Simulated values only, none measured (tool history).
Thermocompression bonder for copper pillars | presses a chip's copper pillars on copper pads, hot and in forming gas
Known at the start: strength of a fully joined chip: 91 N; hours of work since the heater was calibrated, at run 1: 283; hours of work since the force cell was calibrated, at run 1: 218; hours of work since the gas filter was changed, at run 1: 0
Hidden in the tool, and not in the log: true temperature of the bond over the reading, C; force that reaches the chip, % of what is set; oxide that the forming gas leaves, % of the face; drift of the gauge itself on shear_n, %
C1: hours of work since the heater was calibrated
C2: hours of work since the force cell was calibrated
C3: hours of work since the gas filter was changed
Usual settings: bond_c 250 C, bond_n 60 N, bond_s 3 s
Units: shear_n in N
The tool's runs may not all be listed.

Run 1, hour 0: usual settings; C1 283; C2 218; C3 0. Result: shear_n 61.4 N.
Run 2, hour 10: usual settings; C1 289; C2 223; C3 5. Result: shear_n 62.7 N.
Run 3, hour 21.1: usual settings; C1 295; C2 229; C3 11. Result: shear_n 62.1 N.
Run 4, hour 39.1: usual settings but bond_n 65 N; C1 304; C2 239; C3 21. Result: shear_n 64.1 N.
Run 5, hour 48.8: usual settings but bond_n 46 N; C1 310; C2 244; C3 26. Result: shear_n 47.6 N.
Run 6, hour 63: usual settings but bond_n 46 N; C1 317; C2 252; C3 34. Result: shear_n 48.2 N.
Run 7, hour 73.1: usual settings but bond_n 38 N; C1 323; C2 257; C3 39. Result: shear_n 40.9 N.
Run 8, hour 81.5: usual settings but bond_n 38 N; C1 327; C2 262; C3 44. Result: shear_n 40 N.
Run 9, hour 89.5: usual settings but bond_n 38 N; C1 331; C2 266; C3 48. Result: shear_n 39.2 N.
Run 10, hour 103.5: usual settings but bond_n 38 N; C1 339; C2 273; C3 55. Result: shear_n 39.5 N.
Run 11, hour 114.9: usual settings but bond_n 38 N; C1 345; C2 279; C3 62. Result: shear_n 38.4 N.
Run 12, hour 122.3: usual settings; C1 349; C2 283; C3 66. Result: shear_n 57.6 N.
Run 13, hour 131.4: usual settings but bond_n 85 N; C1 354; C2 288; C3 70. Result: shear_n 72.9 N.
Run 14, hour 147.5: usual settings but bond_n 85 N; C1 362; C2 297; C3 79. Result: shear_n 69.7 N.
Run 15, hour 164: usual settings but bond_c 235 C; C1 371; C2 306; C3 88. Result: shear_n 46.4 N.
Run 16, hour 175.5: usual settings but bond_c 258 C, bond_n 56 N, bond_s 2 s; C1 377; C2 312; C3 94. Result: shear_n 52.3 N.
Run 17, hour 183.9: usual settings but bond_c 258 C, bond_n 56 N, bond_s 2 s; C1 382; C2 317; C3 99. Result: shear_n 51.1 N.
Run 18, hour 191.5: usual settings but bond_c 271 C, bond_n 56 N, bond_s 8 s; C1 386; C2 321; C3 103. Result: shear_n 76.6 N.
At hour 207.7: forming gas filter changed.
Run 19, hour 208.5: usual settings but bond_c 271 C, bond_n 56 N, bond_s 2 s; C1 395; C2 329; C3 0. Result: shear_n 65.8 N.
Run 20, hour 222.5: usual settings but bond_c 260 C, bond_n 56 N; C1 402; C2 337; C3 8. Result: shear_n 65.2 N.
Run 21, hour 234.4: usual settings but bond_c 260 C, bond_n 81 N; C1 409; C2 343; C3 14. Result: shear_n 78.4 N.
Run 22, hour 246.4: usual settings but bond_c 260 C, bond_n 81 N; C1 415; C2 350; C3 21. Result: shear_n 77 N.
Run 23, hour 264.2: usual settings but bond_n 82 N, bond_s 6 s; C1 425; C2 359; C3 30. Result: shear_n 81.2 N.
Run 24, hour 271.7: usual settings but bond_n 82 N, bond_s 6 s; C1 429; C2 363; C3 34. Result: shear_n 81.4 N.
Run 25, hour 289.2: usual settings but bond_c 221 C, bond_n 45 N, bond_s 6 s; C1 438; C2 373; C3 44. Result: shear_n 37.2 N.
Run 26, hour 307.4: usual settings but bond_c 279 C, bond_s 4 s; C1 448; C2 382; C3 53. Result: shear_n 78.3 N.
Run 27, hour 325.4: usual settings but bond_c 279 C, bond_n 76 N, bond_s 4 s; C1 458; C2 392; C3 63. Result: shear_n 81.4 N.
Run 28, hour 335.8: usual settings but bond_c 279 C, bond_n 62 N, bond_s 4 s; C1 463; C2 398; C3 69. Result: shear_n 77.6 N.
Run 29, hour 351.3: usual settings but bond_n 55 N, bond_s 6 s; C1 471; C2 406; C3 77. Result: shear_n 63.4 N.
Run 30, hour 369.6: usual settings but bond_c 231 C; C1 481; C2 416; C3 87. Result: shear_n 44 N.

Hidden state at the last listed run before each entry between runs and at the first one after, where it differs:
Between runs 18 and 19: forming gas filter changed (hour 207.7)
  true temperature of the bond over the reading, C: -2.6 -> -2.7; oxide that the forming gas leaves, % of the face: 9.97 -> 0.58
  measured less the result without the state, shear_n: -9.2 -> -2.5 N
